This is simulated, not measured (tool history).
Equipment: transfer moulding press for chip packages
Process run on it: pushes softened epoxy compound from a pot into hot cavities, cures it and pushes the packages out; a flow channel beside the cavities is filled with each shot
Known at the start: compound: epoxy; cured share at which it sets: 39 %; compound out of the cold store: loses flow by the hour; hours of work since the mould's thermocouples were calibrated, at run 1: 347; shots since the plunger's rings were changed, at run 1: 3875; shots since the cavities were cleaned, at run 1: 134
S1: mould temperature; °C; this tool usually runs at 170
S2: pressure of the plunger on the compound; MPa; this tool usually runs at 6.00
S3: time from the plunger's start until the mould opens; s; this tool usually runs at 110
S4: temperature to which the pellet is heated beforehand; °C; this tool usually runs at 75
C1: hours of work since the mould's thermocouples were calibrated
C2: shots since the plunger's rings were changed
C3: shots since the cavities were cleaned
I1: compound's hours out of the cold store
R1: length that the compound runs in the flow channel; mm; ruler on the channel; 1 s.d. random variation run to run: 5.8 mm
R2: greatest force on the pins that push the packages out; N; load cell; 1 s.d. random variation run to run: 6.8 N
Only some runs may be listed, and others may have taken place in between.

run    hour   S1    S2   S3  S4   C1    C2   C3    I1   R1   R2
  1     0.0  170  6.00  110  75  347  3875  134  33.3  563  347
  2    58.0  170  6.00  110  75  384  4472  731  14.1  619  481
       79.6  -- cavities cleaned with cleaning compound and waxed
  3    95.7  170  6.00  110  75  407  4844  166  15.0  611  588
      134.7  -- plunger's sealing rings changed
  4   146.6  170  5.23  110  75  438   123  664  19.8  604  527
      175.1  -- cavities cleaned with cleaning compound and waxed
  5   234.6  170  5.23  110  73  492  1012  611  17.5  589  498
      266.8  -- cavities cleaned with cleaning compound and waxed
      303.3  -- mould's thermocouples calibrated
  6   320.9  170  6.00  110  75   11  1864  536  40.8  569  470
      355.9  -- cavities cleaned with cleaning compound and waxed
  7   383.9  170  6.00  110  83   50  2497  288  26.0  601  398
      439.7  -- cavities cleaned with cleaning compound and waxed, once more
  8   455.6  170  5.56  110  75   95  3219  163  36.5  543  371
      529.8  -- cavities cleaned with cleaning compound and waxed
  9   529.8  170  5.56  110  75  141  3966    0  19.6  591  292
 10   598.0  170  5.56  110  75  184  4669  703  43.3  514  478
      618.3  -- cavities cleaned with cleaning compound and waxed
 11   647.0  170  5.56  110  75  214  5157  295  29.4  546  422
      656.6  -- plunger's sealing rings changed
      713.4  -- cavities cleaned with cleaning compound and waxed
 12   713.4  170  4.99  110  75  254   568    0  20.4  585  276
 13   751.8  170  4.99  110  75  278   964  396  32.1  547  453
 14   787.3  173  6.00   93  75  301  1329  761  47.0  545  520
      803.0  -- cavities cleaned with cleaning compound and waxed
 15   849.1  173  6.00   93  75  339  1949  474  38.5  557  466
      892.6  -- cavities cleaned with cleaning compound and waxed
 16   907.4  173  6.00   93  75  375  2534  153  27.0  595  414
 17   957.9  173  4.81  141  75  407  3053  672   9.3  568  433
      981.7  -- cavities cleaned with cleaning compound and waxed
 18  1032.9  173  4.81  141  75  453  3808  526  15.6  543  414
     1073.5  -- cavities cleaned with cleaning compound and waxed
 19  1091.8  173  4.81  141  75  490  4399  188  38.1  492  330
 20  1154.4  173  4.81  141  75  529  5043  832  42.1  476  443
     1162.6  -- mould's thermocouples calibrated
     1164.1  -- cavities cleaned with cleaning compound and waxed
     1174.6  -- plunger's sealing rings changed
 21  1245.1  163  6.00  118  72   50   725  807  47.0  587  611
     1257.9  -- cavities cleaned with cleaning compound and waxed
 22  1326.1  170  6.00   94  75  100  1543  702  26.8  610  609
     1346.9  -- cavities cleaned with cleaning compound and waxed
 23  1364.8  170  6.00   92  75  124  1925  183  21.0  631  532
     1436.1  -- cavities cleaned with cleaning compound and waxed
 24  1441.0  170  6.00   92  75  171  2694   51  23.6  610  417
 25  1515.3  170  6.00  133  75  218  3458  815  25.3  596  442
     1524.8  -- cavities cleaned with cleaning compound and waxed
 26  1569.9  176  6.00  133  75  252  4004  464  33.9  540  403

For each entry between runs, how does the tool's hidden state at the last listed run before it compare with that at the first listed run after it?
After run 2, before run 3: cavities cleaned with cleaning compound and waxed (hour 79.6)
  true mould temperature over the reading, C: 0.59 -> 0.61; pressure that reaches the compound, % of what is set: 85.99 -> 84.77; grip of the stained cavities, % over clean ones': 78.9 -> 113
  the result without the hidden state subtracted from the measured one, R1: -50 -> -55 mm; R2: +205 -> +306 N
After run 3, before run 4: plunger's sealing rings changed (hour 134.7)
  true mould temperature over the reading, C: 0.61 -> 0.64; pressure that reaches the compound, % of what is set: 84.77 -> 98.92; grip of the stained cavities, % over clean ones': 113 -> 97.4
  the result without the hidden state subtracted from the measured one, R1: -55 -> -6 mm; R2: +306 -> +255 N
After run 4, before run 5: cavities cleaned with cleaning compound and waxed (hour 175.1)
  true mould temperature over the reading, C: 0.64 -> 0.69; pressure that reaches the compound, % of what is set: 98.92 -> 96; grip of the stained cavities, % over clean ones': 97.4 -> 76.7
  the result without the hidden state subtracted from the measured one, R1: -6 -> -14 mm; R2: +255 -> +204 N
After run 5, before run 6: cavities cleaned with cleaning compound and waxed (hour 266.8); mould's thermocouples calibrated (hour 303.3)
  true mould temperature over the reading, C: 0.69 -> -0.05; pressure that reaches the compound, % of what is set: 96 -> 93.15; grip of the stained cavities, % over clean ones': 76.7 -> 72.2
  the result without the hidden state subtracted from the measured one, R1: -14 -> -20 mm; R2: +204 -> +196 N
After run 6, before run 7: cavities cleaned with cleaning compound and waxed (hour 355.9)
  true mould temperature over the reading, C: -0.05 -> -0.02; pressure that reaches the compound, % of what is set: 93.15 -> 91.07; grip of the stained cavities, % over clean ones': 72.2 -> 50.7
  the result without the hidden state subtracted from the measured one, R1: -20 -> -29 mm; R2: +196 -> +133 N
After run 7, before run 8: cavities cleaned with cleaning compound and waxed, once more (hour 439.7)
  true mould temperature over the reading, C: -0.02 -> 0.02; pressure that reaches the compound, % of what is set: 91.07 -> 88.56; grip of the stained cavities, % over clean ones': 50.7 -> 37.2
  the result without the hidden state subtracted from the measured one, R1: -29 -> -33 mm; R2: +133 -> +98 N
After run 8, before run 9: cavities cleaned with cleaning compound and waxed (hour 529.8)
  true mould temperature over the reading, C: 0.02 -> 0.06; pressure that reaches the compound, % of what is set: 88.56 -> 86.22; grip of the stained cavities, % over clean ones': 37.2 -> 2.4
  the result without the hidden state subtracted from the measured one, R1: -33 -> -45 mm; R2: +98 -> +6 N
After run 10, before run 11: cavities cleaned with cleaning compound and waxed (hour 618.3)
  true mould temperature over the reading, C: 0.1 -> 0.13; pressure that reaches the compound, % of what is set: 83.89 -> 82.24; grip of the stained cavities, % over clean ones': 79 -> 54.6
  the result without the hidden state subtracted from the measured one, R1: -47 -> -57 mm; R2: +210 -> +150 N
After run 11, before run 12: plunger's sealing rings changed (hour 656.6); cavities cleaned with cleaning compound and waxed (hour 713.4)
  true mould temperature over the reading, C: 0.13 -> 0.17; pressure that reaches the compound, % of what is set: 82.24 -> 97.97; grip of the stained cavities, % over clean ones': 54.6 -> 0.7
  the result without the hidden state subtracted from the measured one, R1: -57 -> -7 mm; R2: +150 -> +0 N
After run 14, before run 15: cavities cleaned with cleaning compound and waxed (hour 803.0)
  true mould temperature over the reading, C: 0.22 -> 0.25; pressure that reaches the compound, % of what is set: 95.56 -> 93.55; grip of the stained cavities, % over clean ones': 84.2 -> 66.8
  the result without the hidden state subtracted from the measured one, R1: -13 -> -20 mm; R2: +236 -> +182 N
After run 15, before run 16: cavities cleaned with cleaning compound and waxed (hour 892.6)
  true mould temperature over the reading, C: 0.25 -> 0.28; pressure that reaches the compound, % of what is set: 93.55 -> 91.52; grip of the stained cavities, % over clean ones': 66.8 -> 35.2
  the result without the hidden state subtracted from the measured one, R1: -20 -> -28 mm; R2: +182 -> +102 N
After run 17, before run 18: cavities cleaned with cleaning compound and waxed (hour 981.7)
  true mould temperature over the reading, C: 0.31 -> 0.35; pressure that reaches the compound, % of what is set: 89.89 -> 87.6; grip of the stained cavities, % over clean ones': 80.1 -> 71.8
  the result without the hidden state subtracted from the measured one, R1: -32 -> -38 mm; R2: +193 -> +174 N
After run 18, before run 19: cavities cleaned with cleaning compound and waxed (hour 1073.5)
  true mould temperature over the reading, C: 0.35 -> 0.38; pressure that reaches the compound, % of what is set: 87.6 -> 85.76; grip of the stained cavities, % over clean ones': 71.8 -> 37.9
  the result without the hidden state subtracted from the measured one, R1: -38 -> -41 mm; R2: +174 -> +89 N
After run 20, before run 21: mould's thermocouples calibrated (hour 1162.6); cavities cleaned with cleaning compound and waxed (hour 1164.1); plunger's sealing rings changed (hour 1174.6)
  true mould temperature over the reading, C: 0.42 -> 0.51; pressure that reaches the compound, % of what is set: 83.65 -> 97.51; grip of the stained cavities, % over clean ones': 83.8 -> 82.8
  the result without the hidden state subtracted from the measured one, R1: -45 -> -10 mm; R2: +201 -> +268 N
After run 21, before run 22: cavities cleaned with cleaning compound and waxed (hour 1257.9)
  true mould temperature over the reading, C: 0.51 -> 0.56; pressure that reaches the compound, % of what is set: 97.51 -> 94.85; grip of the stained cavities, % over clean ones': 82.8 -> 79.1
  the result without the hidden state subtracted from the measured one, R1: -10 -> -18 mm; R2: +268 -> +256 N
After run 22, before run 23: cavities cleaned with cleaning compound and waxed (hour 1346.9)
  true mould temperature over the reading, C: 0.56 -> 0.58; pressure that reaches the compound, % of what is set: 94.85 -> 93.57; grip of the stained cavities, % over clean ones': 79.1 -> 42.7
  the result without the hidden state subtracted from the measured one, R1: -18 -> -24 mm; R2: +256 -> +144 N
After run 23, before run 24: cavities cleaned with cleaning compound and waxed (hour 1436.1)
  true mould temperature over the reading, C: 0.58 -> 0.62; pressure that reaches the compound, % of what is set: 93.57 -> 91.19; grip of the stained cavities, % over clean ones': 42.7 -> 17.2
  the result without the hidden state subtracted from the measured one, R1: -24 -> -31 mm; R2: +144 -> +45 N
After run 25, before run 26: cavities cleaned with cleaning compound and waxed (hour 1524.8)
  true mould temperature over the reading, C: 0.66 -> 0.7; pressure that reaches the compound, % of what is set: 88.78 -> 86.79; grip of the stained cavities, % over clean ones': 84.3 -> 69.7
  the result without the hidden state subtracted from the measured one, R1: -39 -> -42 mm; R2: +201 -> +165 N

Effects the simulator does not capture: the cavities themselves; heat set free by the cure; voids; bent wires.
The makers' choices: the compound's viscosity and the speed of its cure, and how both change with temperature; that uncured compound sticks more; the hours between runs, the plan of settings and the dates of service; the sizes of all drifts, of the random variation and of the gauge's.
